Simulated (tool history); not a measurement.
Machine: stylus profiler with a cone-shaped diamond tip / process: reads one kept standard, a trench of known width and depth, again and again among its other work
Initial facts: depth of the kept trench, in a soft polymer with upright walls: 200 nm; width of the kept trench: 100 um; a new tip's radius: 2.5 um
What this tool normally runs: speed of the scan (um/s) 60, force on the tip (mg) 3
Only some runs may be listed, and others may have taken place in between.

run	hour	speed of the scan (um/s)	force on the tip (mg)	depth of the trench (Å)	width of the trench's floor (um)
1	0	60	3	2034.7	97.48
2	15.1	60	3	2033.8	97.51
3	27.8	60	3	2033.3	97.5
4	45.8	60	3	2034.3	97.51
5	57.3	60	3	2034.3	97.48
6	72.6	60	3.86	2040.7	97.48
7	89.9	60	3	2034.8	97.47
8	99.7	60	3	2032.7	97.5
9	112.9	60	1.42	2019.9	97.32
10	123.6	60	4.64	2045.4	97.51
11	138.2	60	4.64	2046.3	97.5
12	152.2	60	8.77	2073.2	97.53
13	160	60	3	2034.2	97.47
14	175.2	60	2.11	2025.7	97.43
15	188.4	60	8.35	2070.7	97.55
16	204.2	60	3	2033.6	97.39
17	219.2	60	3	2033.3	97.39
18	228.2	60	3	2034.7	97.44
19	241.2	60	3	2032.8	97.39
20	260.1	60	3	2032.5	97.36
21	272.9	222	2.78	2031.1	96.69
22	289.9	222	2.78	2030.6	96.71
23	301.9	19	1.65	2021.1	97.54

Run 24 has not been measured yet. What should we expect?
24	312.8	55	1.04	?	?

depth of the trench (Å): 2013.1
width of the trench's floor (um): 97.27
Without the tool's hidden state the same run would have given depth of the trench (Å) 2017.7, width of the trench's floor (um) 97.7.

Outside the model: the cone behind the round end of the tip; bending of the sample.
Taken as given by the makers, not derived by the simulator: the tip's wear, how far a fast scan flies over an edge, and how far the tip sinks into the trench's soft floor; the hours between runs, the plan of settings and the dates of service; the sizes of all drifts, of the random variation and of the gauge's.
